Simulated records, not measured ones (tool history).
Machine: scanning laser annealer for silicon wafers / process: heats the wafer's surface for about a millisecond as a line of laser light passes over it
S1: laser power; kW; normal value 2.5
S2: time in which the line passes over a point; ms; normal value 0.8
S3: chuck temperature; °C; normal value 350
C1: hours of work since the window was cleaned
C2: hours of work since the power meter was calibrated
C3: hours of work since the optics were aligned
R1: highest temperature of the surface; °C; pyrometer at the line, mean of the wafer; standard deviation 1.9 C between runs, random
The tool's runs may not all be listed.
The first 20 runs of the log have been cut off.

| run | hour | S1 | S2 | S3 | C1 | C2 | C3 | R1 |
|---|---|---|---|---|---|---|---|---|
| 21 | 478 | 2.5 | 0.8 | 342 | 123 | 686 | 1205 | 1079 |
| 22 | 498.3 | 2.5 | 0.8 | 342 | 132 | 695 | 1214 | 1075 |
| 23 | 513.4 | 2.746 | 0.909 | 350 | 139 | 702 | 1221 | 1231 |
| 24 | 533.1 | 2.485 | 0.918 | 350 | 148 | 711 | 1230 | 1123 |
| 25 | 551.6 | 2.485 | 0.632 | 354 | 156 | 719 | 1238 | 1013 |
| 26 | 583.1 | 2.434 | 0.962 | 354 | 171 | 734 | 1253 | 1122 |
|  | 615.1 | optics aligned, line set to its width |
| 27 | 615.1 | 2.434 | 0.962 | 354 | 183 | 746 | 0 | 1134 |
| 28 | 639.3 | 2.676 | 0.8 | 323 | 194 | 757 | 11 | 1133 |
| 29 | 669 | 2.499 | 0.588 | 323 | 207 | 770 | 25 | 971 |

Run 30 has not been measured yet. What should we expect?
| 30 | 692.5 | 2.499 | 0.588 | 323 | 218 | 781 | 35 | ? |

R1: 972 °C
Take away the tool's hidden state, keep the run-to-run variation as it was, and the same run would have given R1 982 °C.

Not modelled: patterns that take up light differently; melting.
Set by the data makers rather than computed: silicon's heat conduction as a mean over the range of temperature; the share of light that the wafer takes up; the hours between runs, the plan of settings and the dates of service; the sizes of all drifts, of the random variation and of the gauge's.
